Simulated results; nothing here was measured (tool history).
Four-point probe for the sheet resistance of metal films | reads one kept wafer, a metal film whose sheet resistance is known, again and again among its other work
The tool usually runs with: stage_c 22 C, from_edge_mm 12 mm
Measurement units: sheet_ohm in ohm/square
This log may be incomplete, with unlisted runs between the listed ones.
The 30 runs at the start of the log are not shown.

run	day	stage_c	from_edge_mm	sheet_ohm
31	29.808	20	4	5.596606
32	30.446	25	15	5.424027
33	31.271	19	61	5.422925
34	31.975	29	3	5.70756
35	32.904	29	3	5.70909
36	33.512	23	48	5.41683
37	34.192	22	22	5.424334
38	35.138	18	22	5.432932
39	35.767	29	15	5.418454
40	37.071	33	8	5.440414
41	38.25	21	13	5.436786
42	38.912	22	18	5.428204
43	39.5	22	18	5.426939
44	40.208	31	5	5.515286

Consider 5 possible next runs. They are alternatives, not a sequence: every one starts from the tool as it was left by run 44. What does each give?
A	41.108	24	3	?
B	41.108	20	44	?
C	41.108	22	11	?
D	41.108	30	7	?
E	41.108	25	8	?

run	sheet_ohm
A	5.719489
B	5.424409
C	5.444285
D	5.461865
E	5.458376
The same runs, with their run-to-run variation unchanged, on a tool lacking any hidden condition would have given:
run	sheet_ohm
A	5.73915
B	5.443122
C	5.463075
D	5.480765
E	5.477231

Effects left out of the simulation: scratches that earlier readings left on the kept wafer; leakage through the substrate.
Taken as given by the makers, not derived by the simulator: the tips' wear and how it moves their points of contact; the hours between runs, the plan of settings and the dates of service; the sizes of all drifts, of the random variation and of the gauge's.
